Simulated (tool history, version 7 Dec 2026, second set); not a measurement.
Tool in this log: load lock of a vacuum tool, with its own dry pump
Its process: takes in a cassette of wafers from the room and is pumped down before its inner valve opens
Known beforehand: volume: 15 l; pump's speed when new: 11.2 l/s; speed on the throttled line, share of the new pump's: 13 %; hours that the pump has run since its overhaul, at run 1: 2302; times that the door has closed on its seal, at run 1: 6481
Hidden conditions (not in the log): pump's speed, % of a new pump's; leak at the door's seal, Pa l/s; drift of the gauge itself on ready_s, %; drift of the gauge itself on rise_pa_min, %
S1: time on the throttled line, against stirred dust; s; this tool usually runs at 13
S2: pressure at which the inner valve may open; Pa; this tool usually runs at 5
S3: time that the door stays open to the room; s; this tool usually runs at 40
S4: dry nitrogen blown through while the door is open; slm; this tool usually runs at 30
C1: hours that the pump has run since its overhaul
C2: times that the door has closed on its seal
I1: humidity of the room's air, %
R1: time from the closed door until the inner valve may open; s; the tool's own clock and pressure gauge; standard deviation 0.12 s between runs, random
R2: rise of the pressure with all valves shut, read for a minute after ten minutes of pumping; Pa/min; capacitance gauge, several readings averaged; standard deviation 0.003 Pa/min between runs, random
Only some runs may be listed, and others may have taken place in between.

run	hour	S1	S2	S3	S4	C1	C2	I1	R1	R2
1	0	13	5	40	30	2302	6481	46.3	24.9	0.016
2	69.8	13	5	40	9	2372	6712	44.6	24.6	0.036
3	179	13	5	40	9	2481	7074	45	24.7	0.037
4	266.5	13	5	40	30	2569	7363	45.7	24.8	0.017
5	348.6	13	7	40	30	2651	7635	41.4	24.1	0.019
6	459.8	13	7	40	30	2762	8003	46.1	24.4	0.024
7	550.6	17	5	27	33	2853	8304	42.1	28.1	0.012
8	653	17	5	27	33	2955	8642	45.5	28.3	0.013
9	717.4	13	5	49	30	3020	8856	41.9	24.8	0.017
10	782.1	11	6	40	30	3084	9070	44.1	22.7	0.018
11	845.7	13	5	40	12	3148	9280	43.4	25	0.027
12	954.6	13	5	40	12	3257	9641	44.9	24.7	0.026

What if the next run were any one of these 5? Each begins from the tool's condition after run 12:
A	1026	13	5	40	27	3328	9877	45.7	?	?
B	1026	8	5	40	7	3328	9877	50.4	?	?
C	1026	8	8	40	27	3328	9877	44.8	?	?
D	1026	7	5	40	30	3328	9877	44.9	?	?
E	1026	12	8	40	12	3328	9877	42.6	?	?

run	R1	R2
A	24.7	0.018
B	20.4	0.039
C	19.8	0.022
D	19.7	0.017
E	23.2	0.026
The same runs, with their run-to-run variation unchanged, on a tool lacking any hidden condition would have given:
run	R1	R2
A	24.7	0.018
B	20.4	0.039
C	19.8	0.022
D	19.7	0.017
E	23.2	0.026

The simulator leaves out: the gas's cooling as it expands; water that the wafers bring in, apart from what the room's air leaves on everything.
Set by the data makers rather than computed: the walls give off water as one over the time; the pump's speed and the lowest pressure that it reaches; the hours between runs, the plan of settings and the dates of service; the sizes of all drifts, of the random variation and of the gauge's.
